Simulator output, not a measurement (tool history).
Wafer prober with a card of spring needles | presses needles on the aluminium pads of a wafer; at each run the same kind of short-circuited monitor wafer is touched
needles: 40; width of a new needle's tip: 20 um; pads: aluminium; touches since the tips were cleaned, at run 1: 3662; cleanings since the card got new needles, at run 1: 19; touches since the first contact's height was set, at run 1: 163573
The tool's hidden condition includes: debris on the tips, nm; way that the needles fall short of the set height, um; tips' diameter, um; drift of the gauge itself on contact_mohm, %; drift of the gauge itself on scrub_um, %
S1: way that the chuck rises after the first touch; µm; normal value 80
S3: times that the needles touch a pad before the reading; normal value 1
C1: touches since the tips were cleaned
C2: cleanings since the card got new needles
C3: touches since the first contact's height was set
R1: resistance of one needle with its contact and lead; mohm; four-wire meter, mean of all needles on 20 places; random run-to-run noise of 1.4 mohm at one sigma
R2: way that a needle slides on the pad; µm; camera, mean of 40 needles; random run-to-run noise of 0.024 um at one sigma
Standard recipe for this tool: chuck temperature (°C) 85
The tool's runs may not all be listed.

Run 1, hour 0.0: usual settings; C1 3662; C2 19; C3 163573. Result: R1 227 mohm, R2 21.25 µm.
At hour 9.9: tips cleaned on abrasive film.
Run 2, hour 20.1: usual settings; C1 4663; C2 20; C3 172742. Result: R1 240 mohm, R2 21.21 µm.
At hour 27.0: tips cleaned on abrasive film.
Run 3, hour 38.5: usual settings; C1 5290; C2 21; C3 181153. Result: R1 241 mohm, R2 21.25 µm.
At hour 46.0: tips cleaned on abrasive film.
At hour 65.1: tips cleaned on abrasive film.
Run 4, hour 74.3: usual settings; C1 4189; C2 23; C3 197473. Result: R1 219 mohm, R2 21.18 µm.
At hour 83.2: tips cleaned on abrasive film.
At hour 100.3: tips cleaned on abrasive film.
Run 5, hour 102.9: usual settings; C1 1161; C2 25; C3 210497. Result: R1 166 mohm, R2 21.16 µm.
At hour 115.6: height of the first contact set anew.
At hour 118.2: tips cleaned on abrasive film.
At hour 137.4: tips cleaned on abrasive film.
Run 6, hour 138.1: usual settings; C1 325; C2 27; C3 10217. Result: R1 144 mohm, R2 21.57 µm.
At hour 157.0: tips cleaned on abrasive film.
Run 7, hour 170.1: usual settings but S1 71 µm; C1 6005; C2 28; C3 24885. Result: R1 284 mohm, R2 19.16 µm.
At hour 175.3: tips cleaned on abrasive film.
Run 8, hour 185.8: usual settings but S1 71 µm, S3 3; C1 4800; C2 29; C3 32010. Result: R1 175 mohm, R2 19.10 µm.
At hour 192.4: tips cleaned on abrasive film.
Run 9, hour 200.7: usual settings but S1 71 µm, S3 3; C1 3769; C2 30; C3 38805. Result: R1 164 mohm, R2 19.07 µm.
At hour 212.0: tips cleaned on abrasive film.
Run 10, hour 228.2: usual settings; C1 7443; C2 31; C3 51419. Result: R1 255 mohm, R2 21.52 µm.
At hour 230.9: tips cleaned on abrasive film.
At hour 248.2: tips cleaned on abrasive film.
Run 11, hour 252.3: usual settings; C1 1893; C2 33; C3 62377. Result: R1 187 mohm, R2 21.47 µm.
At hour 265.4: tips cleaned on abrasive film.
At hour 283.6: tips cleaned on abrasive film.
Run 12, hour 289.1: usual settings; C1 2543; C2 35; C3 79166. Result: R1 196 mohm, R2 21.42 µm.
At hour 301.7: tips cleaned on abrasive film.
Run 13, hour 310.2: usual settings but S1 77 µm; C1 3911; C2 36; C3 88805. Result: R1 237 mohm, R2 20.59 µm.
At hour 321.4: tips cleaned on abrasive film.
Run 14, hour 332.7: usual settings; C1 5191; C2 37; C3 99064. Result: R1 247 mohm, R2 21.43 µm.
At hour 339.4: tips cleaned on abrasive film.
At hour 356.5: tips cleaned on abrasive film.
Run 15, hour 356.5: usual settings; C1 0; C2 39; C3 109922. Result: R1 127 mohm, R2 21.33 µm.
At hour 375.3: tips cleaned on abrasive film.
At hour 393.2: tips cleaned on abrasive film.
Run 16, hour 393.2: usual settings; C1 0; C2 41; C3 126681. Result: R1 131 mohm, R2 21.34 µm.
At hour 410.7: tips cleaned on abrasive film.
Run 17, hour 421.9: usual settings; C1 5136; C2 42; C3 139782. Result: R1 242 mohm, R2 21.36 µm.
At hour 430.1: tips cleaned on abrasive film.
Run 18, hour 442.2: usual settings; C1 5585; C2 43; C3 149072. Result: R1 247 mohm, R2 21.31 µm.
At hour 448.2: tips cleaned on abrasive film.
Run 19, hour 457.6: usual settings but S1 67 µm; C1 4316; C2 44; C3 156097. Result: R1 282 mohm, R2 17.77 µm.
At hour 466.5: tips cleaned on abrasive film.
At hour 483.6: tips cleaned on abrasive film.
Run 20, hour 492.0: usual settings but S1 67 µm, chuck temperature (°C) 55, S3 3; C1 3843; C2 46; C3 171777. Result: R1 176 mohm, R2 17.76 µm.
At hour 503.3: tips cleaned on abrasive film.
At hour 522.3: tips cleaned on abrasive film.
Run 21, hour 526.3: usual settings but S1 67 µm, chuck temperature (°C) 56, S3 2; C1 1836; C2 48; C3 187435. Result: R1 179 mohm, R2 17.73 µm.
At hour 541.3: tips cleaned on abrasive film.
Run 22, hour 549.1: usual settings but S1 99 µm, chuck temperature (°C) 35; C1 3604; C2 49; C3 197859. Result: R1 177 mohm, R2 26.35 µm.
At hour 558.8: tips cleaned on abrasive film.
At hour 577.0: tips cleaned on abrasive film.
Run 23, hour 580.3: usual settings but S1 82 µm, chuck temperature (°C) 35; C1 1540; C2 51; C3 212083. Result: R1 170 mohm, R2 21.73 µm.
At hour 590.2: height of the first contact set anew.
At hour 596.2: tips cleaned on abrasive film.
Run 24, hour 610.2: usual settings but S1 73 µm, chuck temperature (°C) 27, S3 3; C1 6393; C2 52; C3 9141. Result: R1 170 mohm, R2 19.70 µm.
At hour 613.6: tips cleaned on abrasive film.
Run 25, hour 630.4: usual settings but S1 73 µm, chuck temperature (°C) 27, S3 3; C1 7686; C2 53; C3 18363. Result: R1 179 mohm, R2 19.68 µm.
At hour 633.1: tips cleaned on abrasive film.
At hour 650.4: tips cleaned on abrasive film.
Run 26, hour 650.6: usual settings but S1 61 µm, chuck temperature (°C) 88, S3 2; C1 108; C2 55; C3 27559. Result: R1 138 mohm, R2 16.44 µm.
At hour 668.7: tips cleaned on abrasive film.
At hour 686.6: tips cleaned on abrasive film.
Run 27, hour 686.6: usual settings but S1 88 µm, chuck temperature (°C) 46; C1 0; C2 57; C3 43972. Result: R1 122 mohm, R2 23.65 µm.
At hour 705.8: tips cleaned on abrasive film.
Run 28, hour 707.5: usual settings but S1 66 µm, chuck temperature (°C) 50; C1 760; C2 58; C3 53529. Result: R1 183 mohm, R2 17.70 µm.
At hour 725.6: tips cleaned on abrasive film.
Run 29, hour 737.0: usual settings but S1 66 µm; C1 5204; C2 59; C3 67004. Result: R1 304 mohm, R2 17.70 µm.
At hour 744.1: tips cleaned on abrasive film.
Run 30, hour 756.0: usual settings but chuck temperature (°C) 121; C1 5472; C2 60; C3 75715. Result: R1 244 mohm, R2 21.42 µm.
At hour 761.6: tips cleaned on abrasive film.
At hour 779.0: tips cleaned on abrasive film.
Run 31, hour 779.1: usual settings but chuck temperature (°C) 121; C1 64; C2 62; C3 86222. Result: R1 142 mohm, R2 21.37 µm.

Each row is a separate what-if for the run after 31, all from the same tool condition, not one after another. Results?
At hour 797.8: tips cleaned on abrasive film.
Run A, hour 811.6: usual settings but S1 75 µm, chuck temperature (°C) 83, S3 2; C1 6322; C2 63; C3 101055. Result: R1 ?, R2 ?.
At hour 797.8: tips cleaned on abrasive film.
Run B, hour 811.6: usual settings but S1 83 µm, S3 2; C1 6322; C2 63; C3 101055. Result: R1 ?, R2 ?.
At hour 797.8: tips cleaned on abrasive film.
Run C, hour 811.6: usual settings but S1 61 µm, chuck temperature (°C) 39; C1 6322; C2 63; C3 101055. Result: R1 ?, R2 ?.

run   R1     R2
  A  213  20.01
  B  199  22.18
  C  367  16.25
Without the tool's hidden state the same runs would have given:
run   R1     R2
  A  118  20.22
  B  120  22.40
  C  114  16.47
